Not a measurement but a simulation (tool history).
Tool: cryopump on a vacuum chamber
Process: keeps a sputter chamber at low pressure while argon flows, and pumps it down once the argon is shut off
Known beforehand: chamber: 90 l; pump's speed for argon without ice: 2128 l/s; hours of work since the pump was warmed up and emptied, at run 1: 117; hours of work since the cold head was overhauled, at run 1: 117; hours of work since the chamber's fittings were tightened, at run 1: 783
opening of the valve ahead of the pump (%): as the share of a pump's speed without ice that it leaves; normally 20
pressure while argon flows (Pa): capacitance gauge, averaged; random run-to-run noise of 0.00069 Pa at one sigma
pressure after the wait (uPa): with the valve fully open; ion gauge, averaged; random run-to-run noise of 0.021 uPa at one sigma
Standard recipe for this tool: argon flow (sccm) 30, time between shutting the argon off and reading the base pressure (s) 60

run	hour	argon flow (sccm)	time between shutting the argon off and reading the base pressure (s)	opening of the valve ahead of the pump (%)	hours of work since the pump was warmed up and emptied	hours of work since the cold head was overhauled	hours of work since the chamber's fittings were tightened	pressure while argon flows (Pa)	pressure after the wait (uPa)
1	0	30	60	20	117	117	783	0.1199	0.65
2	13.5	30	60	20	123	123	790	0.1195	0.63
3	24.1	30	60	20	129	129	795	0.121	0.62
4	32.6	30	60	20	133	133	799	0.1198	0.64
5	44.9	48	60	20	139	139	805	0.1939	0.65
6	60.1	22	60	20	146	146	813	0.089	0.6
7	75.2	30	60	44	153	153	820	0.0557	0.6
8	90.1	30	60	44	161	161	827	0.0553	0.63
9	99	30	60	44	165	165	832	0.0548	0.6
10	108.2	30	60	20	169	169	836	0.1215	0.63
11	120	30	60	20	175	175	842	0.1202	0.63
12	127.2	23	60	33	179	179	845	0.0572	0.65
13	139.4	19	140	58	185	185	851	0.0273	0.4
14	151.4	16	133	30	190	190	857	0.0435	0.46
15	159.3	30	180	18	194	194	861	0.1335	0.4
16	167.6	33	180	35	198	198	865	0.0756	0.45
17	181.8	30	171	20	205	205	872	0.1211	0.4
18	192.8	30	171	20	211	211	877	0.1228	0.42
19	207.5	30	171	20	218	218	884	0.1208	0.45
20	217	15	34	36	222	222	889	0.0341	0.9

Consider 4 possible next runs. They are alternatives, not a sequence: every one starts from the tool as it was left by run 20. What does each give?
A	226.2	14	41	20	227	227	894	?	?
B	226.2	15	161	36	227	227	894	?	?
C	226.2	20	34	36	227	227	894	?	?
D	226.2	29	34	38	227	227	894	?	?

run	pressure while argon flows (Pa)	pressure after the wait (uPa)
A	0.0561	0.79
B	0.034	0.42
C	0.0467	0.87
D	0.0628	0.92
With no hidden state in the tool, these same runs would have given:
run	pressure while argon flows (Pa)	pressure after the wait (uPa)
A	0.0551	0.62
B	0.0329	0.25
C	0.0453	0.69
D	0.0608	0.74
